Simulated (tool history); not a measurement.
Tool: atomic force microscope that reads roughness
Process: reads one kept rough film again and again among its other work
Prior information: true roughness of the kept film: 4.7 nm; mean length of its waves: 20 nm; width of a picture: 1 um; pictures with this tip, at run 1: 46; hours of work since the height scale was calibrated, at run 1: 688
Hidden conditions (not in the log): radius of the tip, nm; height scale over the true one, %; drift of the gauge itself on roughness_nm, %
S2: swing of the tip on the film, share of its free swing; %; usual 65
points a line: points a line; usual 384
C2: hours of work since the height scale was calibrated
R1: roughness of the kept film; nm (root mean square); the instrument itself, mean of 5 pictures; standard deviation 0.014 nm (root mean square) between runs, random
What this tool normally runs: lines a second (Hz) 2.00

run 1 hour=0.0 | lines_a_second_(Hz)=2.00 S2=65 points_a_line=384 | pictures_with_this_tip=46 C2=688 | R1=2.183
run 2 hour=21.8 | lines_a_second_(Hz)=2.00 S2=65 points_a_line=384 | pictures_with_this_tip=80 C2=705 | R1=1.770
-- hour=34.1 new tip fitted
run 3 hour=51.4 | lines_a_second_(Hz)=0.97 S2=65 points_a_line=384 | pictures_with_this_tip=27 C2=727 | R1=2.646
run 4 hour=75.1 | lines_a_second_(Hz)=2.00 S2=65 points_a_line=384 | pictures_with_this_tip=65 C2=745 | R1=1.936
run 5 hour=92.4 | lines_a_second_(Hz)=2.00 S2=65 points_a_line=384 | pictures_with_this_tip=92 C2=758 | R1=1.686
-- hour=95.8 new tip fitted
run 6 hour=117.6 | lines_a_second_(Hz)=2.00 S2=65 points_a_line=384 | pictures_with_this_tip=35 C2=777 | R1=2.391
run 7 hour=137.5 | lines_a_second_(Hz)=2.00 S2=65 points_a_line=384 | pictures_with_this_tip=66 C2=792 | R1=1.983
-- hour=156.7 new tip fitted
run 8 hour=159.1 | lines_a_second_(Hz)=2.00 S2=65 points_a_line=283 | pictures_with_this_tip=3 C2=808 | R1=3.105
run 9 hour=183.4 | lines_a_second_(Hz)=2.00 S2=65 points_a_line=384 | pictures_with_this_tip=42 C2=827 | R1=2.332
run 10 hour=216.8 | lines_a_second_(Hz)=2.00 S2=65 points_a_line=384 | pictures_with_this_tip=94 C2=853 | R1=1.717
-- hour=219.6 new tip fitted
run 11 hour=249.0 | lines_a_second_(Hz)=2.65 S2=71 points_a_line=933 | pictures_with_this_tip=46 C2=877 | R1=2.187
-- hour=252.6 height scale calibrated on a step standard
run 12 hour=276.1 | lines_a_second_(Hz)=2.65 S2=73 points_a_line=464 | pictures_with_this_tip=88 C2=18 | R1=1.671
-- hour=282.4 new tip fitted
run 13 hour=296.2 | lines_a_second_(Hz)=2.00 S2=65 points_a_line=661 | pictures_with_this_tip=21 C2=33 | R1=2.656
run 14 hour=320.5 | lines_a_second_(Hz)=2.00 S2=65 points_a_line=661 | pictures_with_this_tip=60 C2=51 | R1=2.041
run 15 hour=342.5 | lines_a_second_(Hz)=3.09 S2=65 points_a_line=661 | pictures_with_this_tip=95 C2=68 | R1=1.620
-- hour=345.0 new tip fitted
-- hour=358.9 height scale calibrated on a step standard, once more
run 16 hour=361.3 | lines_a_second_(Hz)=2.00 S2=58 points_a_line=384 | pictures_with_this_tip=24 C2=2 | R1=2.697
run 17 hour=380.5 | lines_a_second_(Hz)=0.88 S2=62 points_a_line=384 | pictures_with_this_tip=54 C2=16 | R1=2.239
-- hour=407.2 new tip fitted
run 18 hour=413.8 | lines_a_second_(Hz)=2.00 S2=65 points_a_line=487 | pictures_with_this_tip=10 C2=42 | R1=2.929
run 19 hour=433.7 | lines_a_second_(Hz)=3.79 S2=66 points_a_line=384 | pictures_with_this_tip=41 C2=57 | R1=2.166

Branching from run 19: 5 alternative next runs. What would each branch give?
run A hour=452.1 | lines_a_second_(Hz)=1.60 S2=66 points_a_line=384 | pictures_with_this_tip=70 C2=71 | R1=?
run B hour=452.1 | lines_a_second_(Hz)=0.52 S2=74 points_a_line=440 | pictures_with_this_tip=70 C2=71 | R1=?
run C hour=452.1 | lines_a_second_(Hz)=1.21 S2=65 points_a_line=384 | pictures_with_this_tip=70 C2=71 | R1=?
run D hour=452.1 | lines_a_second_(Hz)=0.99 S2=62 points_a_line=495 | pictures_with_this_tip=70 C2=71 | R1=?
run E hour=452.1 | lines_a_second_(Hz)=2.00 S2=60 points_a_line=384 | pictures_with_this_tip=70 C2=71 | R1=?

run=A R1=1.911
run=B R1=1.974
run=C R1=1.940
run=D R1=1.987
run=E R1=1.934
Without the tool's unlogged condition, the same runs would have read:
run=A R1=3.272
run=B R1=3.374
run=C R1=3.320
run=D R1=3.401
run=E R1=3.305
